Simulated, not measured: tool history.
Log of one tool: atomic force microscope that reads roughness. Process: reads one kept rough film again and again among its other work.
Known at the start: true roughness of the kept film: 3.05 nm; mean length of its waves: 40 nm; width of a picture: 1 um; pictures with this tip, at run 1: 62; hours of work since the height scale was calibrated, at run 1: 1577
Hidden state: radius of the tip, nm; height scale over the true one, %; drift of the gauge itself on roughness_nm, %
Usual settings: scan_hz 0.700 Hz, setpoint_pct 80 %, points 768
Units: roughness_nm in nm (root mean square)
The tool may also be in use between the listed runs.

run	hour	scan_hz	setpoint_pct	points	pictures with this tip	hours of work since the height scale was calibrated	roughness_nm
1	0.0	0.700	80	768	62	1577	2.619
# hour 15.2: new tip fitted
2	40.7	0.700	80	768	51	1603	2.664
# hour 61.8: new tip fitted
3	78.9	0.700	80	768	34	1628	2.677
# hour 108.9: new tip fitted
4	143.0	0.700	80	768	68	1669	2.618
# hour 158.9: new tip fitted
5	192.9	0.700	80	768	68	1700	2.627
# hour 209.2: new tip fitted
6	232.3	0.553	80	768	46	1725	2.682
# hour 256.8: new tip fitted
7	281.6	2.790	80	768	50	1757	2.361
# hour 304.8: new tip fitted
8	312.9	2.790	80	768	16	1777	2.442
# hour 352.2: new tip fitted
9	354.4	2.844	80	768	4	1803	2.444
10	393.9	2.844	80	768	84	1829	2.266
# hour 400.3: new tip fitted
11	423.4	2.844	80	768	47	1848	2.354
# hour 449.5: new tip fitted
12	475.8	0.700	80	768	53	1881	2.658
# hour 498.7: new tip fitted
13	506.6	0.700	80	768	16	1901	2.770
# hour 545.7: new tip fitted
14	568.9	0.700	80	768	47	1940	2.621
# hour 595.5: new tip fitted
15	603.8	0.700	80	768	17	1963	2.765
# hour 642.5: new tip fitted
16	661.8	0.700	80	768	38	2000	2.669
# hour 691.4: new tip fitted
17	691.4	0.700	80	768	0	2018	2.804
# hour 742.0: new tip fitted
18	755.7	1.961	66	447	28	2060	2.698
# hour 788.4: new tip fitted
19	798.8	3.731	63	789	21	2087	2.625
# hour 838.0: new tip fitted
20	838.2	2.468	61	811	0	2112	2.775
# hour 886.1: new tip fitted
21	888.3	2.468	61	811	5	2144	2.783
# hour 933.8: new tip fitted
22	944.4	1.114	80	768	21	2180	2.674
# hour 982.2: new tip fitted
23	982.2	1.114	80	768	0	2204	2.736
24	1011.6	1.114	80	768	59	2223	2.560
# hour 1028.4: new tip fitted
25	1044.5	1.114	80	768	32	2244	2.635
# hour 1078.4: new tip fitted
26	1101.3	2.008	68	647	46	2280	2.622
# hour 1129.6: new tip fitted
27	1136.6	0.623	80	935	14	2303	2.772
28	1167.4	0.700	69	768	76	2323	2.626

Forecast each of these 4 alternatives for the next run:
# hour 1179.0: new tip fitted
# hour 1227.5: new tip fitted
A	1227.5	0.544	80	809	0	2361	?
# hour 1179.0: new tip fitted
# hour 1227.5: new tip fitted
B	1227.5	0.700	81	318	0	2361	?
# hour 1179.0: new tip fitted
# hour 1227.5: new tip fitted
C	1227.5	0.700	69	893	0	2361	?
# hour 1179.0: new tip fitted
# hour 1227.5: new tip fitted
D	1227.5	0.835	67	275	0	2361	?

run	roughness_nm
A	2.825
B	2.797
C	2.837
D	2.838
Without the tool's hidden state the same runs would have given:
run	roughness_nm
A	2.794
B	2.766
C	2.806
D	2.807
